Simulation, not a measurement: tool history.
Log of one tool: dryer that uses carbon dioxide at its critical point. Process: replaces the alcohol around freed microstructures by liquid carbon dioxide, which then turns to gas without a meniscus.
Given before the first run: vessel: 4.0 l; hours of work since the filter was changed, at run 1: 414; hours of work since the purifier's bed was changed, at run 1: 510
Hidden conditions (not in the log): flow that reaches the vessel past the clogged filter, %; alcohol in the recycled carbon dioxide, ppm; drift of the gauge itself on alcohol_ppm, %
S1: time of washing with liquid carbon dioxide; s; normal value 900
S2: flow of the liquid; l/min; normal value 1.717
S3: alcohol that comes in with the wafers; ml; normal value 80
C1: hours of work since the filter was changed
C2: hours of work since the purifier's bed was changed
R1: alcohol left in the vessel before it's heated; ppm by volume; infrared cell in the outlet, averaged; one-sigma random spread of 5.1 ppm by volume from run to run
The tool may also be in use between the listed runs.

run,day,S1,S2,S3,C1,C2,R1
1,0.000,900,1.717,80,414,510,179
2,2.142,900,1.717,80,432,528,184
3,4.129,900,1.717,80,449,545,192
4,5.600,900,1.717,80,462,558,194
5,7.058,540,1.717,80,474,570,915
6,9.208,540,1.717,80,492,588,928
7,10.954,540,1.717,80,507,603,918
8,12.975,540,1.717,80,524,620,959
9,14.321,1020,1.717,80,535,631,153
10,16.100,900,1.717,113,550,646,257
11,17.221,780,1.717,80,560,656,304
12,19.700,900,1.717,80,581,677,216
# day 20.796: inlet filter changed
13,20.796,900,1.717,80,0,686,177
14,22.779,900,1.717,80,17,702,177
15,23.967,900,1.717,80,27,712,183
16,26.012,1080,1.717,81,44,730,141
17,28.204,900,1.717,36,63,748,153
18,30.012,900,1.650,36,78,764,167
19,32.175,900,1.370,105,96,782,437
20,33.317,900,1.370,105,106,791,440
21,34.762,1080,1.717,80,118,804,162
22,36.100,600,1.717,106,129,815,766
23,37.667,600,1.717,35,143,828,330
24,40.079,600,1.717,35,163,849,348
25,42.142,660,1.270,78,180,866,1164
26,43.650,1020,1.717,61,193,879,162

Here are 4 independent what-if runs from the current tool condition. What would each one return?
A,45.383,720,1.717,41,208,893,?
B,45.383,720,1.717,61,208,893,?
C,45.383,900,1.717,21,208,893,?
D,45.383,780,1.110,61,208,893,?

run,R1
A,250
B,308
C,162
D,894
The same runs, with their run-to-run variation unchanged, on a tool lacking any hidden condition would have given:
run,R1
A,101
B,151
C,21
D,683
